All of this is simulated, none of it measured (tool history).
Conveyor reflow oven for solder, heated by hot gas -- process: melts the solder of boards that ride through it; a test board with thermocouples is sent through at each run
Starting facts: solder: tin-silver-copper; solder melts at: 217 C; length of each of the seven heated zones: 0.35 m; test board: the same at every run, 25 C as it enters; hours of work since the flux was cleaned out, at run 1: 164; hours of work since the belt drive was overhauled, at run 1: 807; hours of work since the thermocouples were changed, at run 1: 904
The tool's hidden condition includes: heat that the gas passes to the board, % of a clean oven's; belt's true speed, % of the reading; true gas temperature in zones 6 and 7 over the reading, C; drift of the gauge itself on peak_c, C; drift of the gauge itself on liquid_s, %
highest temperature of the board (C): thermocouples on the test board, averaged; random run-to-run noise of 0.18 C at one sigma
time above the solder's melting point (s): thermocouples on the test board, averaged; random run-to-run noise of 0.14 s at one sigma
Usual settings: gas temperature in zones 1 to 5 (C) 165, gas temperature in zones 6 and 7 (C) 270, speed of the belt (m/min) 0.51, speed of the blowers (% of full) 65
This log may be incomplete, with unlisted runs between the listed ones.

run   hour  gas temperature in zones 1 to 5 (C)  gas temperature in zones 6 and 7 (C)  speed of the belt (m/min)  speed of the blowers (% of full)  hours of work since the flux was cleaned out  hours of work since the belt drive was overhauled  hours of work since the thermocouples were changed  highest temperature of the board (C)  time above the solder's melting point (s)
  1      0                                  165                                   270                       0.51                                65                                           164                                                807                                                 904                                 254.6                                       62.5
  2   24.8                                  165                                   270                       0.51                                65                                           183                                                826                                                 922                                 254.9                                       62.2
  3   55.4                                  165                                   270                       0.51                                65                                           206                                                848                                                 945                                 254.4                                       62.3
  4   78.4                                  165                                   270                       0.51                                65                                           223                                                866                                                 962                                 253.8                                       61.9
  5  103.1                                  165                                   270                       0.51                                65                                           241                                                884                                                 981                                 254.3                                         62
  6  131.3                                  165                                   270                       0.51                                65                                           262                                                905                                                1002                                   254                                         62
  7  161.6                                  165                                   270                       0.51                                65                                           285                                                928                                                1024                                 253.4                                       61.8
  8  181.8                                  165                                   270                       0.51                                65                                           300                                                943                                                1039                                 253.4                                       61.7
  9  199.8                                  165                                   270                       0.51                                65                                           313                                                956                                                1053                                 253.4                                       61.6
 10  214.6                                  166                                   270                       0.51                                65                                           324                                                967                                                1064                                 253.9                                       62.1
 11  231.2                                  166                                   270                      0.443                                65                                           337                                                979                                                1076                                 257.4                                       76.2
 12  256.6                                  165                                   270                      0.461                                65                                           355                                                998                                                1095                                 256.1                                       71.3
 13    273                                  165                                   270                       0.51                                65                                           368                                               1010                                                1107                                 253.1                                         61
 14  286.7                                  165                                   270                       0.51                                89                                           378                                               1021                                                1117                                 255.6                                       64.1
     294.4  -- flux residue cleaned out of gas plates and filters
 15  321.5                                  160                                   276                       0.57                                52                                            20                                               1043                                                1140                                 247.8                                       46.5
 16  337.5                                  174                                   281                       0.51                                65                                            32                                               1055                                                1151                                   262                                       70.2
 17  369.6                                  178                                   270                      0.503                                65                                            56                                               1079                                                1175                                 253.1                                       66.7
     382.4  -- flux residue cleaned out of gas plates and filters, once more
 18  393.6                                  178                                   270                      0.503                                65                                             8                                               1093                                                1190                                 257.9                                       71.6
 19  422.7                                  178                                   270                      0.575                                53                                            30                                               1115                                                1211                                   252                                       57.3
 20  439.4                                  178                                   270                      0.575                                53                                            42                                               1127                                                1224                                 251.7                                       57.2
 21    455                                  172                                   270                      0.514                                74                                            54                                               1139                                                1235                                 257.5                                         68
 22  477.2                                  172                                   270                      0.514                                74                                            71                                               1155                                                1252                                 257.5                                       67.6
 23  493.5                                  172                                   270                      0.459                                74                                            83                                               1167                                                1264                                 260.1                                       78.5
 24  506.8                                  158                                   271                       0.51                                81                                            93                                               1177                                                1274                                 257.7                                       63.9
 25  533.3                                  152                                   271                      0.567                                81                                           112                                               1197                                                1294                                 253.6                                       52.4

Predict each of these 4 candidate next runs independently; none follows another, all start after run 25:
  A  549.5                                  151                                   270                       0.51                                65                                           124                                               1209                                                1306                                     ?                                          ?
  B  549.5                                  159                                   271                      0.557                                77                                           124                                               1209                                                1306                                     ?                                          ?
  C  549.5                                  171                                   270                       0.51                                65                                           124                                               1209                                                1306                                     ?                                          ?
  D  549.5                                  152                                   271                      0.567                                90                                           124                                               1209                                                1306                                     ?                                          ?

run  highest temperature of the board (C)  time above the solder's melting point (s)
  A                                 252.9                                         58
  B                                 254.3                                       55.8
  C                                 255.9                                       66.5
  D                                 254.8                                       53.6
Stripped of hidden state, with their random variation kept, the same runs would have yielded:
run  highest temperature of the board (C)  time above the solder's melting point (s)
  A                                 254.3                                       57.1
  B                                 255.8                                         55
  C                                 257.3                                       65.3
  D                                 256.5                                         53
